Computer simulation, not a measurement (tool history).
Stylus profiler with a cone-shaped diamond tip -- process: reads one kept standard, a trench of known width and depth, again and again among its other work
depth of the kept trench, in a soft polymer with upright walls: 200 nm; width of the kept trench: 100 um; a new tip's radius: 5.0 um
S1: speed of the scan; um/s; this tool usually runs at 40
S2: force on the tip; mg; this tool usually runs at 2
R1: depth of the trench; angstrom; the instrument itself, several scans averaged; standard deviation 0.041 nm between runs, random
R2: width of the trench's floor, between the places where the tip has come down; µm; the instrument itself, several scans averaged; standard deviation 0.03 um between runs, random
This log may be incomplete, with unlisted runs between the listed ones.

run      day   S1    S2      R1     R2
  1        0   40     2  2025.3  96.89
  2    4.304   40     2  2025.2  96.82
  3   10.304   40     2  2025.3  96.74
  4    12.95   40     2  2024.4  96.62
  5   15.892   40     2    2025   96.6
  6   21.975   40  4.19    2040  96.59
  7    26.55   40     2  2023.6  96.39
  8   30.738   64     2    2024   96.2
  9     36.9   40     2  2022.9  96.21
 10   41.042   60     2  2023.9   96.1
 11   44.862   60     2    2023  96.05
 12   49.242   60     2    2023  95.96
 13   53.725   60     2  2022.6  95.87
 14   58.658   60     2  2021.8  95.78
 15   63.575   40     2    2022  95.83
 16   66.638   11  1.59    2018  95.92
      69.379  -- new tip fitted, height scale calibrated
 17    71.55   28  1.47  2020.9  97.01
 18   75.142   28  1.47  2020.1  96.94
 19   80.988   19  4.53  2042.3  96.93
 20   85.062   53  2.05  2024.1   96.7
 21   88.154   13  2.84  2029.7  96.85
 22   91.229  142  3.77  2036.3  96.25
 23   95.854  142  3.77  2036.5  96.12
 24  100.529  104  3.82  2036.6  96.23
 25  106.225   48     2  2022.8  96.27
 26   110.25   40  3.25  2032.4  96.28
 27  115.854   21  2.73    2028  96.28
 28  119.521   21  2.73  2027.2  96.24
 29  123.096   21  2.73    2027  96.18
 30  126.129  139  0.91  2012.1  95.07

Consider 4 possible next runs. They are alternatives, not a sequence: every one starts from the tool as it was left by run 30. What does each give?
  A  129.917  80  5.39   ?   ?
  B  129.917  35  1.24   ?   ?
  C  129.917  18  1.54   ?   ?
  D  129.917  79  0.68   ?   ?

run      R1     R2
  A  2044.5  95.96
  B  2014.1  95.94
  C  2017.1  96.05
  D  2008.3  95.43
With no hidden state in the tool, these same runs would have given:
run      R1     R2
  A  2048.4  96.98
  B    2018  96.96
  C  2020.9  97.06
  D  2012.1  96.45
